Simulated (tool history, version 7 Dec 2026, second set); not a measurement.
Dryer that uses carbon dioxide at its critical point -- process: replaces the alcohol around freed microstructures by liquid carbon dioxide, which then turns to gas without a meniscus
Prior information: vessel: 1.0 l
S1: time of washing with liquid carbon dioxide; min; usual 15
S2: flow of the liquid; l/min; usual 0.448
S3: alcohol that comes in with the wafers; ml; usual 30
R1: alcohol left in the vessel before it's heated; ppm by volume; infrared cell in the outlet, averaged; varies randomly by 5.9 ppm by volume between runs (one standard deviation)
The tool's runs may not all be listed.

| run | day | S1 | S2 | S3 | R1 |
|---|---|---|---|---|---|
| 1 | 0 | 15 | 0.448 | 30 | 236 |
| 2 | 0.288 | 15 | 0.448 | 30 | 245 |
| 3 | 0.575 | 15 | 0.448 | 30 | 243 |
| 4 | 0.988 | 15 | 0.448 | 30 | 257 |
| 5 | 1.204 | 15 | 0.471 | 30 | 194 |
| 6 | 1.504 | 15 | 0.41 | 30 | 373 |
| 7 | 1.712 | 15 | 0.41 | 30 | 366 |
| 8 | 2.029 | 15 | 0.41 | 30 | 386 |
| 9 | 2.388 | 15 | 0.448 | 30 | 251 |
| 10 | 2.779 | 15 | 0.448 | 30 | 251 |
| 11 | 3.133 | 15 | 0.448 | 30 | 254 |
| 12 | 3.312 | 15 | 0.378 | 30 | 526 |
| 13 | 3.717 | 15 | 0.448 | 74 | 596 |
| 14 | 4.012 | 15 | 0.448 | 30 | 253 |
| 15 | 4.3 | 16 | 0.448 | 30 | 180 |
| 16 | 4.621 | 9 | 0.448 | 30 | 1701 |
| 17 | 4.954 | 12 | 0.448 | 30 | 651 |
| 18 | 5.225 | 12 | 0.448 | 30 | 668 |
| 19 | 5.617 | 12 | 0.448 | 30 | 650 |
| 20 | 5.846 | 12 | 0.448 | 30 | 648 |
| 21 | 6.208 | 15 | 0.494 | 30 | 161 |
| 22 | 6.388 | 15 | 0.494 | 45 | 226 |
| 23 | 6.725 | 15 | 0.448 | 30 | 254 |
| 24 | 7.021 | 9 | 0.448 | 44 | 2529 |
| 25 | 7.217 | 9 | 0.448 | 44 | 2509 |
| 26 | 7.588 | 20 | 0.316 | 64 | 790 |
| 27 | 7.946 | 20 | 0.593 | 64 | 30 |
| 28 | 8.304 | 20 | 0.593 | 64 | 29 |
| 29 | 8.562 | 20 | 0.369 | 64 | 372 |
| 30 | 8.95 | 16 | 0.505 | 30 | 107 |
| 31 | 9.192 | 15 | 0.471 | 30 | 197 |
| 32 | 9.454 | 15 | 0.632 | 30 | 51 |
| 33 | 9.721 | 15 | 0.632 | 30 | 50 |
| 34 | 10.062 | 15 | 0.632 | 30 | 49 |
| 35 | 10.238 | 11 | 0.406 | 105 | 4428 |
| 36 | 10.517 | 11 | 0.406 | 105 | 4634 |
| 37 | 10.925 | 19 | 0.358 | 84 | 731 |

Run 38, settings as shown, results not yet in. Your forecast:
| 38 | 11.233 | 19 | 0.358 | 84 | ? |

R1: 734 ppm by volume
Had the tool carried no hidden state, the very same run would have given R1 582 ppm by volume.
